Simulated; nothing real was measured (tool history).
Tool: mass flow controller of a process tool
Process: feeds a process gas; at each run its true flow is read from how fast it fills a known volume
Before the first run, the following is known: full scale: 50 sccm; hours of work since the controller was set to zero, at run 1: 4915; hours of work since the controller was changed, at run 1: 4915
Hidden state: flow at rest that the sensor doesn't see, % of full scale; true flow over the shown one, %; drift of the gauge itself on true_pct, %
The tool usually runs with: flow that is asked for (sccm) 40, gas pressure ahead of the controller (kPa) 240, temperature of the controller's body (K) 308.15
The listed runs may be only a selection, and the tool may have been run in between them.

run	hour	flow that is asked for (sccm)	gas pressure ahead of the controller (kPa)	temperature of the controller's body (K)	hours of work since the controller was set to zero	hours of work since the controller was changed	true flow (%)
1	0	40	240	308.15	4915	4915	94.68
# hour 31.7: controller's zero set anew
2	369.8	40	240	308.15	177	5108	96.56
3	600.1	40	240	295.15	298	5229	97.53
4	1000.5	40	240	295.15	507	5438	97.32
5	1236.6	40	240	295.15	631	5562	97.36
6	1531.8	40	240	295.15	786	5717	97.2
7	1751.7	6	180	308.15	901	5832	92.03
# hour 2149.1: controller exchanged for a calibrated one
8	2149.1	8	155	297.15	0	0	98.01
9	2315.3	12	151	310.15	87	87	97.12

What will run 10 give?
10	2680.9	12	151	310.15	279	279	?

Run 10 gave true flow (%) 96.89.
Were there no unlogged condition in the tool, this run, its random variation unchanged, would have produced true flow (%) 97.17.
